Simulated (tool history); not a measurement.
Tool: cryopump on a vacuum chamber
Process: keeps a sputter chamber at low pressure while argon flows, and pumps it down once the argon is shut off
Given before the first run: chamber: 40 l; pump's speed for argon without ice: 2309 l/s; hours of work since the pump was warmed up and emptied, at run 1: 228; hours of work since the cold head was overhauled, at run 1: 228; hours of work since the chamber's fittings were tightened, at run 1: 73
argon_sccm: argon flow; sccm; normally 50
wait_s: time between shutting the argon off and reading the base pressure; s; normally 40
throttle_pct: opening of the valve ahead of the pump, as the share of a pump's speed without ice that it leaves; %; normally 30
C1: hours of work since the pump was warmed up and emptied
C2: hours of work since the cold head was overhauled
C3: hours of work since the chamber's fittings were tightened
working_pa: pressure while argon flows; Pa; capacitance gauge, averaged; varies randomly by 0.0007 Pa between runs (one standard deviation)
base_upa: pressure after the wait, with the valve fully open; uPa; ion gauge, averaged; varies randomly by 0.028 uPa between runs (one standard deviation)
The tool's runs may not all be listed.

run 1 hour=0 | argon_sccm=50 wait_s=40 throttle_pct=30 | C1=228 C2=228 C3=73 | working_pa=0.1241 base_upa=1.45
run 2 hour=49.1 | argon_sccm=50 wait_s=40 throttle_pct=30 | C1=259 C2=259 C3=104 | working_pa=0.1252 base_upa=1.39
run 3 hour=69.9 | argon_sccm=44 wait_s=40 throttle_pct=30 | C1=272 C2=272 C3=117 | working_pa=0.1112 base_upa=1.41
run 4 hour=103.9 | argon_sccm=50 wait_s=291 throttle_pct=30 | C1=293 C2=293 C3=138 | working_pa=0.1267 base_upa=0.36
run 5 hour=143.7 | argon_sccm=50 wait_s=291 throttle_pct=30 | C1=318 C2=318 C3=163 | working_pa=0.1268 base_upa=0.4
run 6 hour=165 | argon_sccm=50 wait_s=291 throttle_pct=30 | C1=331 C2=331 C3=176 | working_pa=0.125 base_upa=0.42
run 7 hour=205.7 | argon_sccm=33 wait_s=40 throttle_pct=30 | C1=356 C2=356 C3=201 | working_pa=0.0831 base_upa=1.51
run 8 hour=238.4 | argon_sccm=92 wait_s=40 throttle_pct=30 | C1=376 C2=376 C3=221 | working_pa=0.2335 base_upa=1.54
run 9 hour=274.2 | argon_sccm=50 wait_s=40 throttle_pct=30 | C1=399 C2=399 C3=244 | working_pa=0.1284 base_upa=1.45
run 10 hour=300.7 | argon_sccm=50 wait_s=40 throttle_pct=30 | C1=415 C2=415 C3=260 | working_pa=0.1278 base_upa=1.52
run 11 hour=320.5 | argon_sccm=50 wait_s=40 throttle_pct=30 | C1=428 C2=428 C3=272 | working_pa=0.1287 base_upa=1.51
run 12 hour=345.7 | argon_sccm=29 wait_s=40 throttle_pct=30 | C1=443 C2=443 C3=288 | working_pa=0.0745 base_upa=1.52
run 13 hour=375.2 | argon_sccm=74 wait_s=34 throttle_pct=17 | C1=461 C2=461 C3=306 | working_pa=0.33 base_upa=1.7
run 14 hour=404.4 | argon_sccm=74 wait_s=34 throttle_pct=17 | C1=480 C2=480 C3=325 | working_pa=0.3281 base_upa=1.77
run 15 hour=433.3 | argon_sccm=25 wait_s=20 throttle_pct=30 | C1=498 C2=498 C3=342 | working_pa=0.0644 base_upa=2.83
run 16 hour=456 | argon_sccm=25 wait_s=20 throttle_pct=30 | C1=512 C2=512 C3=357 | working_pa=0.0648 base_upa=2.78

Forecast run 17:
run 17 hour=493.7 | argon_sccm=36 wait_s=196 throttle_pct=16 | C1=535 C2=535 C3=380 | working_pa=? base_upa=?

{"run 17": {"working_pa": 0.1697, "base_upa": 0.65}}
Were there no unlogged condition in the tool, this run, its random variation unchanged, would have produced working_pa 0.1643 Pa, base_upa 0.39 uPa.
